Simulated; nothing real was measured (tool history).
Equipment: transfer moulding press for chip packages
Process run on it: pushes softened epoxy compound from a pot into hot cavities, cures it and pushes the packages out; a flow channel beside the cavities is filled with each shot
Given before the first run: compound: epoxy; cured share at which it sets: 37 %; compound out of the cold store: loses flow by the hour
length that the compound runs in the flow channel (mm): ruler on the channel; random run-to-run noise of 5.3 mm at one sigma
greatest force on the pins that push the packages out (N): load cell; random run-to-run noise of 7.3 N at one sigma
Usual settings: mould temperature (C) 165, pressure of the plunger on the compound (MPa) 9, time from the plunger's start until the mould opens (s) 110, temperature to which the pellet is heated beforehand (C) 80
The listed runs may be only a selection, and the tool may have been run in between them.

run	day	mould temperature (C)	pressure of the plunger on the compound (MPa)	time from the plunger's start until the mould opens (s)	temperature to which the pellet is heated beforehand (C)	incoming compound's hours out of the cold store	length that the compound runs in the flow channel (mm)	greatest force on the pins that push the packages out (N)
1	0	165	9	110	80	11.8	887	313
# day 1.646: cavities cleaned with cleaning compound and waxed
2	1.883	165	9	110	80	28.2	825	309
3	3.946	165	9	110	81	28.7	831	305
4	5.171	165	9	110	81	19.4	858	304
# day 6.1: cavities cleaned with cleaning compound and waxed
5	7.092	165	9	110	76	40.2	785	311
6	9.088	165	9	110	80	12.9	883	327
# day 10.492: cavities cleaned with cleaning compound and waxed
7	11.167	157	9	110	80	47.3	774	466
8	12.721	165	9	110	88	42.9	781	284
9	14.546	165	9	110	77	25.5	841	311
# day 15.012: cavities cleaned with cleaning compound and waxed
10	15.821	165	9	110	77	27.4	830	313
11	16.85	165	9	110	77	40.1	793	308
12	18.225	165	9	110	77	14.5	872	304
# day 19.517: cavities cleaned with cleaning compound and waxed
# day 19.921: plunger's sealing rings changed
13	20.321	165	9	110	79	38.5	805	303
14	22.138	165	9	110	80	38.7	786	293
15	23.396	165	9	110	80	39.4	796	303
# day 24.058: cavities cleaned with cleaning compound and waxed
16	25.567	171	9	110	72	26.5	826	279

Run 17, settings as shown, results not yet in. Your forecast:
17	26.696	171	9	110	85	13.5	?	?

For run 17 the tool returned length that the compound runs in the flow channel (mm) 876, greatest force on the pins that push the packages out (N) 279.
Minus the tool's unlogged condition, the same run would have read length that the compound runs in the flow channel (mm) 876, greatest force on the pins that push the packages out (N) 278.
